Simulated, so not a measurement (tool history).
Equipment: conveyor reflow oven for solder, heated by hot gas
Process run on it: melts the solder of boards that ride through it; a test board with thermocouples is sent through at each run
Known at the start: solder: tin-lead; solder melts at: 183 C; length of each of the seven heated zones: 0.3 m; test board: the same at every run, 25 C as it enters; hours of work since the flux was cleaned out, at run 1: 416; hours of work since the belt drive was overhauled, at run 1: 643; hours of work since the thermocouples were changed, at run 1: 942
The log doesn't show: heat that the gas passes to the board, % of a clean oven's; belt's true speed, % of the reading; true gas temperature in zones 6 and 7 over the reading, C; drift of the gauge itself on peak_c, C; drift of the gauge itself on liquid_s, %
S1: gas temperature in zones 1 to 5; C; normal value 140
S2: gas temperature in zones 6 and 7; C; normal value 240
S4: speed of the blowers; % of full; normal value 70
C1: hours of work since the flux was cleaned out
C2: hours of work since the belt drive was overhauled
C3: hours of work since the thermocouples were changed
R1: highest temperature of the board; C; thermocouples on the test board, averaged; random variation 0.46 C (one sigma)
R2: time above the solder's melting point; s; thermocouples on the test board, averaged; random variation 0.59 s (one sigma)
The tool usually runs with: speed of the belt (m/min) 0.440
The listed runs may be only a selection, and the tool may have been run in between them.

{"run": 1, "hour": 0.0, "S1": 140, "S2": 240, "speed of the belt (m/min)": 0.44, "S4": 70, "C1": 416, "C2": 643, "C3": 942, "R1": 220.2, "R2": 64.7}
{"hour": 12.0, "done": "flux residue cleaned out of gas plates and filters"}
{"run": 2, "hour": 82.1, "S1": 140, "S2": 240, "speed of the belt (m/min)": 0.44, "S4": 70, "C1": 47, "C2": 694, "C3": 993, "R1": 222.9, "R2": 66.9}
{"run": 3, "hour": 129.2, "S1": 140, "S2": 240, "speed of the belt (m/min)": 0.44, "S4": 70, "C1": 78, "C2": 726, "C3": 1025, "R1": 223.5, "R2": 66.9}
{"run": 4, "hour": 164.2, "S1": 140, "S2": 240, "speed of the belt (m/min)": 0.44, "S4": 70, "C1": 102, "C2": 749, "C3": 1048, "R1": 222.5, "R2": 67.3}
{"run": 5, "hour": 204.2, "S1": 140, "S2": 240, "speed of the belt (m/min)": 0.44, "S4": 70, "C1": 128, "C2": 776, "C3": 1075, "R1": 221.9, "R2": 66.3}
{"run": 6, "hour": 273.2, "S1": 140, "S2": 240, "speed of the belt (m/min)": 0.44, "S4": 70, "C1": 175, "C2": 822, "C3": 1121, "R1": 222.9, "R2": 66.5}
{"run": 7, "hour": 318.8, "S1": 140, "S2": 240, "speed of the belt (m/min)": 0.44, "S4": 70, "C1": 205, "C2": 852, "C3": 1151, "R1": 221.5, "R2": 66.2}
{"run": 8, "hour": 383.0, "S1": 140, "S2": 240, "speed of the belt (m/min)": 0.44, "S4": 70, "C1": 248, "C2": 895, "C3": 1194, "R1": 221.0, "R2": 65.6}
{"hour": 408.6, "done": "thermocouples of zones 6 and 7 changed"}
{"run": 9, "hour": 460.3, "S1": 140, "S2": 240, "speed of the belt (m/min)": 0.44, "S4": 70, "C1": 298, "C2": 946, "C3": 35, "R1": 221.4, "R2": 67.5}
{"run": 10, "hour": 506.7, "S1": 140, "S2": 240, "speed of the belt (m/min)": 0.44, "S4": 70, "C1": 329, "C2": 977, "C3": 66, "R1": 221.7, "R2": 68.0}
{"run": 11, "hour": 573.3, "S1": 140, "S2": 240, "speed of the belt (m/min)": 0.44, "S4": 70, "C1": 374, "C2": 1021, "C3": 110, "R1": 222.6, "R2": 66.6}
{"run": 12, "hour": 635.9, "S1": 140, "S2": 240, "speed of the belt (m/min)": 0.508, "S4": 70, "C1": 416, "C2": 1063, "C3": 152, "R1": 216.8, "R2": 52.1}
{"hour": 648.6, "done": "flux residue cleaned out of gas plates and filters"}
{"run": 13, "hour": 720.8, "S1": 133, "S2": 240, "speed of the belt (m/min)": 0.44, "S4": 70, "C1": 48, "C2": 1116, "C3": 205, "R1": 223.4, "R2": 65.1}
{"run": 14, "hour": 799.6, "S1": 140, "S2": 252, "speed of the belt (m/min)": 0.44, "S4": 70, "C1": 101, "C2": 1169, "C3": 258, "R1": 234.1, "R2": 75.6}
{"run": 15, "hour": 851.1, "S1": 140, "S2": 252, "speed of the belt (m/min)": 0.44, "S4": 70, "C1": 135, "C2": 1204, "C3": 293, "R1": 233.7, "R2": 75.3}
{"run": 16, "hour": 888.2, "S1": 140, "S2": 240, "speed of the belt (m/min)": 0.385, "S4": 81, "C1": 160, "C2": 1228, "C3": 317, "R1": 229.4, "R2": 82.2}
{"run": 17, "hour": 964.5, "S1": 140, "S2": 240, "speed of the belt (m/min)": 0.385, "S4": 81, "C1": 211, "C2": 1279, "C3": 368, "R1": 229.6, "R2": 82.6}
{"run": 18, "hour": 1041.7, "S1": 140, "S2": 240, "speed of the belt (m/min)": 0.385, "S4": 81, "C1": 263, "C2": 1331, "C3": 420, "R1": 228.9, "R2": 82.2}
{"run": 19, "hour": 1084.8, "S1": 143, "S2": 252, "speed of the belt (m/min)": 0.45, "S4": 67, "C1": 292, "C2": 1360, "C3": 449, "R1": 232.0, "R2": 72.9}
{"run": 20, "hour": 1156.0, "S1": 143, "S2": 252, "speed of the belt (m/min)": 0.45, "S4": 67, "C1": 339, "C2": 1407, "C3": 496, "R1": 231.3, "R2": 72.3}
{"run": 21, "hour": 1230.4, "S1": 143, "S2": 252, "speed of the belt (m/min)": 0.45, "S4": 67, "C1": 389, "C2": 1457, "C3": 546, "R1": 231.3, "R2": 72.3}
{"hour": 1285.1, "done": "flux residue cleaned out of gas plates and filters"}
{"run": 22, "hour": 1289.5, "S1": 143, "S2": 252, "speed of the belt (m/min)": 0.45, "S4": 67, "C1": 3, "C2": 1493, "C3": 582, "R1": 234.1, "R2": 73.7}
{"run": 23, "hour": 1347.0, "S1": 138, "S2": 236, "speed of the belt (m/min)": 0.435, "S4": 67, "C1": 41, "C2": 1532, "C3": 621, "R1": 219.7, "R2": 65.1}
{"hour": 1357.1, "done": "belt drive overhauled, speed set with a stopwatch"}
{"run": 24, "hour": 1393.1, "S1": 140, "S2": 240, "speed of the belt (m/min)": 0.364, "S4": 51, "C1": 70, "C2": 24, "C3": 649, "R1": 222.8, "R2": 79.9}
{"run": 25, "hour": 1440.9, "S1": 140, "S2": 240, "speed of the belt (m/min)": 0.364, "S4": 51, "C1": 101, "C2": 56, "C3": 681, "R1": 222.9, "R2": 81.3}
{"run": 26, "hour": 1504.1, "S1": 140, "S2": 240, "speed of the belt (m/min)": 0.46, "S4": 68, "C1": 144, "C2": 98, "C3": 723, "R1": 220.0, "R2": 61.4}
{"run": 27, "hour": 1542.4, "S1": 152, "S2": 240, "speed of the belt (m/min)": 0.444, "S4": 68, "C1": 169, "C2": 124, "C3": 749, "R1": 223.9, "R2": 71.2}
{"run": 28, "hour": 1602.0, "S1": 152, "S2": 255, "speed of the belt (m/min)": 0.444, "S4": 65, "C1": 209, "C2": 164, "C3": 789, "R1": 235.7, "R2": 79.4}
{"run": 29, "hour": 1655.7, "S1": 144, "S2": 235, "speed of the belt (m/min)": 0.53, "S4": 75, "C1": 245, "C2": 200, "C3": 824, "R1": 212.2, "R2": 48.3}

Results per run with the tool's hidden condition removed, run-to-run variation unchanged:
run=1 R1=224.5 R2=67.7
run=2 R1=224.0 R2=67.1
run=3 R1=224.8 R2=67.3
run=4 R1=224.0 R2=67.8
run=5 R1=223.7 R2=67.0
run=6 R1=225.0 R2=67.4
run=7 R1=224.0 R2=67.3
run=8 R1=223.8 R2=67.0
run=9 R1=223.2 R2=68.2
run=10 R1=223.9 R2=68.9
run=11 R1=225.1 R2=67.8
run=12 R1=220.2 R2=54.4
run=13 R1=223.3 R2=64.1
run=14 R1=234.4 R2=74.6
run=15 R1=234.3 R2=74.4
run=16 R1=230.2 R2=81.4
run=17 R1=230.7 R2=82.1
run=18 R1=230.5 R2=81.9
run=19 R1=234.0 R2=72.7
run=20 R1=233.7 R2=72.4
run=21 R1=234.1 R2=72.5
run=22 R1=233.9 R2=72.1
run=23 R1=219.9 R2=63.8
run=24 R1=223.6 R2=80.7
run=25 R1=224.0 R2=82.2
run=26 R1=221.7 R2=62.8
run=27 R1=225.6 R2=72.3
run=28 R1=237.9 R2=80.2
run=29 R1=215.0 R2=50.7
